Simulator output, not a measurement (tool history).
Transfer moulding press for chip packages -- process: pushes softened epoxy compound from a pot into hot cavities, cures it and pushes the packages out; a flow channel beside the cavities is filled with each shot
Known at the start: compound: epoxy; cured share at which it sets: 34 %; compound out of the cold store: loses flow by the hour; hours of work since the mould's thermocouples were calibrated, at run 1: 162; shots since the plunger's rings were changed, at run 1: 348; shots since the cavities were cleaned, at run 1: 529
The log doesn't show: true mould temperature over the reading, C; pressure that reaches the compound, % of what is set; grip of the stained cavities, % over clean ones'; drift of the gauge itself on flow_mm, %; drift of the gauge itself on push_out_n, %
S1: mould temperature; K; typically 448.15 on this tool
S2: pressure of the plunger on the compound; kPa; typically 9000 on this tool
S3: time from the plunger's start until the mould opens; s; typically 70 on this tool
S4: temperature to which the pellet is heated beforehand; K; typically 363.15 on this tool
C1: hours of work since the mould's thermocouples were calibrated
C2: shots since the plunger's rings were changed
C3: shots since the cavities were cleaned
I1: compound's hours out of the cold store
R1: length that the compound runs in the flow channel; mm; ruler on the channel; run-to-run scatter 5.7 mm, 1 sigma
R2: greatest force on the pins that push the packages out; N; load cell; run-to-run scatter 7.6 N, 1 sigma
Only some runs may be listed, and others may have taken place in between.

run 1 hour=0 | S1=448.15 S2=9000 S3=70 S4=363.15 | C1=162 C2=348 C3=529 | I1=28.9 | R1=778 R2=596
run 2 hour=8.9 | S1=448.15 S2=9000 S3=70 S4=363.15 | C1=167 C2=457 C3=638 | I1=27.2 | R1=772 R2=631
-- hour=18.4 cavities cleaned with cleaning compound and waxed
run 3 hour=23.2 | S1=448.15 S2=9000 S3=70 S4=363.15 | C1=175 C2=613 C3=59 | I1=28.7 | R1=777 R2=367
run 4 hour=32 | S1=448.15 S2=9000 S3=70 S4=363.15 | C1=180 C2=720 C3=166 | I1=17.4 | R1=800 R2=435
run 5 hour=41.2 | S1=448.15 S2=9000 S3=70 S4=363.15 | C1=185 C2=833 C3=279 | I1=38.6 | R1=757 R2=480
run 6 hour=49 | S1=448.15 S2=9000 S3=70 S4=363.15 | C1=189 C2=928 C3=374 | I1=29.5 | R1=769 R2=523
run 7 hour=65.8 | S1=448.15 S2=9000 S3=70 S4=363.15 | C1=199 C2=1134 C3=580 | I1=34.1 | R1=762 R2=593
-- hour=80.1 cavities cleaned with cleaning compound and waxed
run 8 hour=85.1 | S1=448.15 S2=9000 S3=70 S4=363.15 | C1=209 C2=1352 C3=61 | I1=34.8 | R1=746 R2=374
run 9 hour=93.6 | S1=448.15 S2=9000 S3=70 S4=363.15 | C1=214 C2=1455 C3=164 | I1=46.2 | R1=730 R2=418
run 10 hour=109.6 | S1=448.15 S2=9000 S3=71 S4=363.15 | C1=224 C2=1651 C3=360 | I1=11.4 | R1=814 R2=532
run 11 hour=118.7 | S1=448.15 S2=9000 S3=71 S4=363.15 | C1=229 C2=1762 C3=471 | I1=17.7 | R1=791 R2=552
run 12 hour=127.2 | S1=448.15 S2=9970 S3=70 S4=363.15 | C1=234 C2=1867 C3=576 | I1=18.9 | R1=819 R2=588
-- hour=141.9 cavities cleaned with cleaning compound and waxed
run 13 hour=143.1 | S1=452.15 S2=9000 S3=70 S4=363.15 | C1=242 C2=2043 C3=15 | I1=20 | R1=761 R2=282
run 14 hour=156.3 | S1=448.15 S2=9000 S3=70 S4=363.15 | C1=250 C2=2204 C3=176 | I1=26.8 | R1=765 R2=446
run 15 hour=167.8 | S1=441.15 S2=9000 S3=70 S4=363.15 | C1=256 C2=2345 C3=317 | I1=11.4 | R1=816 R2=873
run 16 hour=182 | S1=453.15 S2=7940 S3=88 S4=355.15 | C1=264 C2=2518 C3=490 | I1=33.8 | R1=683 R2=344
run 17 hour=191.1 | S1=447.15 S2=8150 S3=72 S4=368.15 | C1=270 C2=2630 C3=602 | I1=37.6 | R1=701 R2=539
-- hour=203 cavities cleaned with cleaning compound and waxed
run 18 hour=204.3 | S1=445.15 S2=9230 S3=54 S4=355.15 | C1=276 C2=2773 C3=16 | I1=33 | R1=751 R2=890
run 19 hour=217.1 | S1=456.15 S2=9230 S3=61 S4=368.15 | C1=284 C2=2929 C3=172 | I1=20.4 | R1=754 R2=389
run 20 hour=225.9 | S1=447.15 S2=7390 S3=68 S4=354.15 | C1=289 C2=3037 C3=280 | I1=23.3 | R1=690 R2=619
run 21 hour=237.7 | S1=448.15 S2=7960 S3=77 S4=358.15 | C1=296 C2=3182 C3=425 | I1=37.1 | R1=680 R2=445

Predict the results of run 22:
run 22 hour=246 | S1=448.15 S2=7960 S3=94 S4=358.15 | C1=301 C2=3283 C3=526 | I1=44.6 | R1=? R2=?

{"run 22": {"R1": 663, "R2": 364}}
Were there no unlogged condition in the tool, this run, its random variation unchanged, would have produced R1 694 mm, R2 208 N.

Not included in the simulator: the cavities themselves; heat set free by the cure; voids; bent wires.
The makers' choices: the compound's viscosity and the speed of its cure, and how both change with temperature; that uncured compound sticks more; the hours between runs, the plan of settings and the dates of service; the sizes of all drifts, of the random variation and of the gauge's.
